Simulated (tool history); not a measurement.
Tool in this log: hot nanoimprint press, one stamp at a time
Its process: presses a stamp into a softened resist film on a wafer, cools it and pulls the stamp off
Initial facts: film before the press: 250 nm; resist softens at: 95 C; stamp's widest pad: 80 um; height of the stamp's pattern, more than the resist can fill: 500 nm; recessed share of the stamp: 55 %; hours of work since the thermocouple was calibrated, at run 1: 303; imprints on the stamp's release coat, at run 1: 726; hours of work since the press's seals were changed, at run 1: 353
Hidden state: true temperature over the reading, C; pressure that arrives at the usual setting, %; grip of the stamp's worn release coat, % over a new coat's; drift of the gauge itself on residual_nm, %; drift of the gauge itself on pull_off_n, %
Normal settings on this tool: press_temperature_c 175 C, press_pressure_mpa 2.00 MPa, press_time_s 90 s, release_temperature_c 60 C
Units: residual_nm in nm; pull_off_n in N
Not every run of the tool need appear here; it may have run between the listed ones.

run	hour	press_temperature_c	press_pressure_mpa	press_time_s	release_temperature_c	hours of work since the thermocouple was calibrated	imprints on the stamp's release coat	hours of work since the press's seals were changed	residual_nm	pull_off_n
1	0.0	175	2.00	90	60	303	726	353	89.2	240
2	43.5	175	2.00	90	60	324	823	374	89.9	226
3	82.4	175	2.00	90	60	343	910	393	89.0	252
4	109.0	175	2.00	90	60	356	969	405	88.9	239
5	139.7	175	2.00	90	60	370	1037	420	88.3	244
6	162.3	175	2.00	90	60	381	1088	431	88.7	243
7	187.0	178	2.00	90	60	393	1143	443	76.3	239
8	208.8	178	2.00	90	60	403	1191	453	77.6	246
9	237.3	178	2.00	136	60	417	1255	467	64.1	259
# hour 249.3: stamp cleaned and given a new release coat
10	291.7	178	2.00	136	60	440	95	490	66.1	205
11	314.0	178	2.00	136	60	451	144	501	64.6	196
12	339.2	175	2.00	90	60	463	201	513	87.2	206
# hour 387.3: plate thermocouple calibrated
13	387.7	175	2.00	90	60	0	302	535	85.9	210
14	415.4	171	2.00	105	52	13	364	548	97.7	235
15	459.7	175	2.48	138	48	35	462	569	64.5	246
16	489.9	169	2.00	90	60	49	530	584	112.5	219

Expected results for the next run?
17	521.8	169	2.00	90	60	64	601	599	?	?

residual_nm: 112.7 nm
pull_off_n: 222 N
Had the tool carried no hidden state, the very same run would have given residual_nm 119.4 nm, pull_off_n 200 N.

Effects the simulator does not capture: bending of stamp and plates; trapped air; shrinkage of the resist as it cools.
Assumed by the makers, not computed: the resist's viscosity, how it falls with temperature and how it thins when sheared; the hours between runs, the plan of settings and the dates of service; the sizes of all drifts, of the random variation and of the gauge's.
